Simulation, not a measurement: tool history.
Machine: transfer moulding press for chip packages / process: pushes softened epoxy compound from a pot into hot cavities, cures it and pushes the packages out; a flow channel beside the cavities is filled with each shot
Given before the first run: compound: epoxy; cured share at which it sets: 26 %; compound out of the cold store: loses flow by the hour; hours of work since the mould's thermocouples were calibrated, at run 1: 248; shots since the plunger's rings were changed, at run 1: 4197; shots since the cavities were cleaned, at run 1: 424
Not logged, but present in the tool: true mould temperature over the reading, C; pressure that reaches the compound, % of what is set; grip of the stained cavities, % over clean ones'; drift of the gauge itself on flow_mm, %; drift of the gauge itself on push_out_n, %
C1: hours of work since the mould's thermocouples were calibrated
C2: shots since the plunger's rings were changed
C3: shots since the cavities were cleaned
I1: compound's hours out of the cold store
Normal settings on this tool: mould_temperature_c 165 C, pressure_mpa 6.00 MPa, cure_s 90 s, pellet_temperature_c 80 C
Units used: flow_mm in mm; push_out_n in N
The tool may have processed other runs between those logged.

Run 1, day 0.000: usual settings; C1 248; C2 4197; C3 424; I1 36.7. Result: flow_mm 653 mm, push_out_n 767 N.
Run 2, day 1.246: usual settings; C1 265; C2 4498; C3 725; I1 18.5. Result: flow_mm 741 mm, push_out_n 837 N.
At day 1.900: plunger's sealing rings changed.
At day 2.133: cavities cleaned with cleaning compound and waxed.
Run 3, day 2.321: usual settings but pellet_temperature_c 83 C; C1 277; C2 88; C3 46; I1 31.6. Result: flow_mm 700 mm, push_out_n 561 N.
Run 4, day 3.642: usual settings; C1 295; C2 406; C3 364; I1 29.4. Result: flow_mm 708 mm, push_out_n 716 N.
Run 5, day 4.817: usual settings; C1 311; C2 690; C3 648; I1 41.6. Result: flow_mm 645 mm, push_out_n 781 N.
Run 6, day 5.450: usual settings but pellet_temperature_c 89 C; C1 320; C2 843; C3 801; I1 42.0. Result: flow_mm 643 mm, push_out_n 791 N.
At day 5.942: cavities cleaned with cleaning compound and waxed.
Run 7, day 6.267: usual settings but pellet_temperature_c 89 C; C1 330; C2 1025; C3 78; I1 12.8. Result: flow_mm 786 mm, push_out_n 611 N.
Run 8, day 7.254: usual settings but pressure_mpa 5.47 MPa, pellet_temperature_c 82 C; C1 343; C2 1264; C3 317; I1 29.3. Result: flow_mm 676 mm, push_out_n 700 N.
Run 9, day 8.412: usual settings but pressure_mpa 6.91 MPa, pellet_temperature_c 86 C; C1 359; C2 1544; C3 597; I1 47.9. Result: flow_mm 659 mm, push_out_n 741 N.
Run 10, day 9.042: usual settings but mould_temperature_c 167 C, pressure_mpa 6.91 MPa, pellet_temperature_c 86 C; C1 367; C2 1696; C3 749; I1 39.8. Result: flow_mm 692 mm, push_out_n 715 N.
At day 9.712: cavities cleaned with cleaning compound and waxed.
At day 10.162: mould's thermocouples calibrated.
Run 11, day 10.346: usual settings but mould_temperature_c 170 C, pressure_mpa 6.08 MPa; C1 2; C2 1975; C3 132; I1 44.1. Result: flow_mm 622 mm, push_out_n 524 N.
Run 12, day 10.979: usual settings but mould_temperature_c 171 C, pressure_mpa 4.93 MPa, cure_s 122 s, pellet_temperature_c 87 C; C1 11; C2 2129; C3 286; I1 18.1. Result: flow_mm 672 mm, push_out_n 550 N.
Run 13, day 11.871: usual settings but mould_temperature_c 164 C, pressure_mpa 4.89 MPa, cure_s 94 s, pellet_temperature_c 77 C; C1 23; C2 2344; C3 501; I1 47.5. Result: flow_mm 563 mm, push_out_n 743 N.
Run 14, day 13.121: usual settings but mould_temperature_c 158 C, pressure_mpa 7.04 MPa, cure_s 72 s, pellet_temperature_c 83 C; C1 40; C2 2646; C3 803; I1 8.1. Result: flow_mm 902 mm, push_out_n 2334 N.

Branching from run 14: 5 alternative next runs. What would each branch give?
At day 13.558: cavities cleaned with cleaning compound and waxed.
Run A, day 14.221: usual settings but mould_temperature_c 171 C, pressure_mpa 7.04 MPa, cure_s 72 s, pellet_temperature_c 83 C; C1 54; C2 2897; C3 161; I1 33.7. Result: flow_mm ?, push_out_n ?.
At day 13.558: cavities cleaned with cleaning compound and waxed.
Run B, day 14.221: usual settings but mould_temperature_c 162 C, cure_s 79 s; C1 54; C2 2897; C3 161; I1 21.8. Result: flow_mm ?, push_out_n ?.
At day 13.558: cavities cleaned with cleaning compound and waxed.
Run C, day 14.221: usual settings but mould_temperature_c 170 C, cure_s 120 s, pellet_temperature_c 71 C; C1 54; C2 2897; C3 161; I1 18.5. Result: flow_mm ?, push_out_n ?.
At day 13.558: cavities cleaned with cleaning compound and waxed.
Run D, day 14.221: usual settings but mould_temperature_c 160 C, pressure_mpa 6.66 MPa, cure_s 119 s, pellet_temperature_c 83 C; C1 54; C2 2897; C3 161; I1 46.0. Result: flow_mm ?, push_out_n ?.
At day 13.558: cavities cleaned with cleaning compound and waxed.
Run E, day 14.221: usual settings but mould_temperature_c 164 C, pressure_mpa 7.04 MPa, cure_s 99 s, pellet_temperature_c 83 C; C1 54; C2 2897; C3 161; I1 16.1. Result: flow_mm ?, push_out_n ?.

run  flow_mm  push_out_n
  A      720         594
  B      740        1037
  C      740         506
  D      664         554
  E      830         585
Had the tool no hidden state, the same runs would have come out as:
run  flow_mm  push_out_n
  A      736         493
  B      756         863
  C      756         420
  D      678         461
  E      847         487

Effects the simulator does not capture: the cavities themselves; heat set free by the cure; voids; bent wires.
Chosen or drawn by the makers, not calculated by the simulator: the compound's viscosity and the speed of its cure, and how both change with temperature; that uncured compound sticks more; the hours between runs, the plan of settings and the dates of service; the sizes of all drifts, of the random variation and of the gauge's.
